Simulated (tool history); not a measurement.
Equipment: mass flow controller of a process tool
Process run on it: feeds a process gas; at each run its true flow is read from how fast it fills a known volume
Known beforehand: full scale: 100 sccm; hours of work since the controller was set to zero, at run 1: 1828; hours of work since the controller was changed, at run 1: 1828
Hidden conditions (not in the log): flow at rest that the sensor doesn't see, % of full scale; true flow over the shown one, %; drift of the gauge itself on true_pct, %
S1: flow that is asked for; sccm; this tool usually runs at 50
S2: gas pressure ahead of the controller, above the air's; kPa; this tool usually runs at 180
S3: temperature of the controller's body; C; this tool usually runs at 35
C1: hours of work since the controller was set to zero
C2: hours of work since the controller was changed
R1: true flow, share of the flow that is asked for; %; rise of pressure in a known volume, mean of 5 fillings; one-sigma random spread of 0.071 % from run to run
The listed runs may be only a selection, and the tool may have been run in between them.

run	hour	S1	S2	S3	C1	C2	R1
1	0	50	180	35	1828	1828	97.62
2	157.8	50	148	35	1925	1925	97.45
3	274.2	50	148	35	1996	1996	97.48
4	340.4	50	148	35	2037	2037	97.43
5	491.4	50	148	35	2129	2129	97.4
6	613.4	50	148	35	2204	2204	97.29
7	754.5	50	148	35	2290	2290	97.17
8	831.6	50	248	35	2338	2338	97.62
9	899.4	84	180	35	2379	2379	98.17
10	1000.9	16	180	35	2441	2441	95.65
11	1158.8	16	180	35	2538	2538	95.61
12	1307.1	16	180	35	2629	2629	95.52
13	1407.6	13	180	35	2691	2691	95
14	1493.1	50	180	35	2743	2743	97.01
15	1576.9	50	180	35	2794	2794	96.78
16	1711.8	50	180	35	2877	2877	96.78
17	1818.9	50	180	35	2943	2943	96.66
18	1976.9	50	180	20	3039	3039	95.99
19	2128.7	50	180	35	3132	3132	96.57
20	2265.3	50	180	35	3216	3216	96.42
21	2361.3	50	180	35	3275	3275	96.48
22	2483	50	180	30	3350	3350	96.19
23	2563.3	50	180	35	3399	3399	96.33
24	2706.5	50	268	35	3487	3487	96.68
25	2803.9	50	183	35	3546	3546	96.23
26	2953.7	50	273	33	3638	3638	96.38
27	3063.9	50	273	33	3706	3706	96.33
# hour 3075.5: controller's zero set anew
28	3141.1	50	176	35	40	3753	95.6
29	3291.2	36	144	29	132	3845	94.55
30	3426.6	50	153	20	215	3928	94.75
31	3562.6	50	153	20	299	4011	94.62
32	3639.1	13	231	37	345	4058	92.23
33	3780.6	50	250	35	432	4145	95.63
# hour 3834.6: controller's zero set anew, once more
34	3875.2	50	250	35	25	4202	96.58
35	3952.7	17	221	35	72	4250	95.41
36	4029.4	12	180	25	119	4297	94.75
37	4123.4	12	180	25	177	4354	94.62
38	4189.4	12	180	25	217	4395	94.48
39	4254.7	17	152	20	257	4435	94.52
40	4351.5	19	152	22	317	4494	94.47
41	4445.5	27	191	32	374	4552	95.31
42	4520.4	27	191	32	420	4598	95.28
43	4627.4	53	176	32	486	4663	95.67
44	4713.5	53	176	32	539	4716	95.61
45	4861.9	83	278	21	630	4807	96.11
46	4936.5	18	274	24	675	4853	94.52
47	5016.3	14	251	35	724	4902	94.93
48	5117.9	50	235	35	786	4964	95.75
49	5223	11	217	31	851	5028	94.2

Describe how what the log doesn't record of the tool's condition differs between the last listed run preceding each entry between runs and the first listed run following it.
After run 27, before run 28: controller's zero set anew (hour 3075.5)
  flow at rest that the sensor doesn't see, % of full scale: -0.269 -> -0.451; true flow over the shown one, %: -2.82 -> -2.86
  measured result minus the result with no hidden state, R1: -3.36 -> -3.76 %
After run 33, before run 34: controller's zero set anew, once more (hour 3834.6)
  flow at rest that the sensor doesn't see, % of full scale: -0.472 -> -0.032; true flow over the shown one, %: -3.16 -> -3.2
  measured result minus the result with no hidden state, R1: -4.1 -> -3.27 %
